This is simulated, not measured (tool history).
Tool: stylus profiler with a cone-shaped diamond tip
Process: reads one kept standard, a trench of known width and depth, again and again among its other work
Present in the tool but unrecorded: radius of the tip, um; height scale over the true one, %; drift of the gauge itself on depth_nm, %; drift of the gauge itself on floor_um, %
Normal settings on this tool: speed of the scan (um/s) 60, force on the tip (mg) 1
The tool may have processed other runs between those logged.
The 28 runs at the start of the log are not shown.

run	day	speed of the scan (um/s)	force on the tip (mg)	scans with this tip	hours of work since the height scale was calibrated	depth of the trench (angstrom)	width of the trench's floor (nm)
29	27.275	45	1.47	5347	438	1005.1	18390
30	28.242	45	0.49	5470	449	1002.9	18300
31	28.85	49	0.51	5547	455	1003.3	18300
32	30.154	49	0.51	5714	469	1003.6	18210
33	30.975	49	0.51	5818	477	1003.4	18260
34	32.212	48	1.38	5976	490	1004.6	18320
35	33.546	191	1.18	6146	504	1004.5	17750
36	34.396	84	0.81	6254	513	1003.8	18150
37	35.192	45	2.09	6356	521	1006.2	18460
38	36.412	34	0.87	6511	534	1003.6	18390
39	37.321	30	2.67	6627	543	1007.8	18490
40	38.629	186	0.4	6793	557	1003.1	17180
41	39.338	48	1	6883	565	1004.8	18330
42	40.6	48	1	7045	578	1004.7	18310

4 ways to go on from here, each from the tool as it stands after run 42. What would each give?
A	41.892	150	1.24	7209	591	?	?
B	41.892	122	0.39	7209	591	?	?
C	41.892	71	0.87	7209	591	?	?
D	41.892	45	1	7209	591	?	?

run	depth of the trench (angstrom)	width of the trench's floor (nm)
A	1005.4	17910
B	1002.7	17640
C	1004.2	18140
D	1004	18390
Stripped of hidden state, with their random variation kept, the same runs would have yielded:
run	depth of the trench (angstrom)	width of the trench's floor (nm)
A	1004.2	18120
B	1001.5	17840
C	1003	18350
D	1002.8	18600
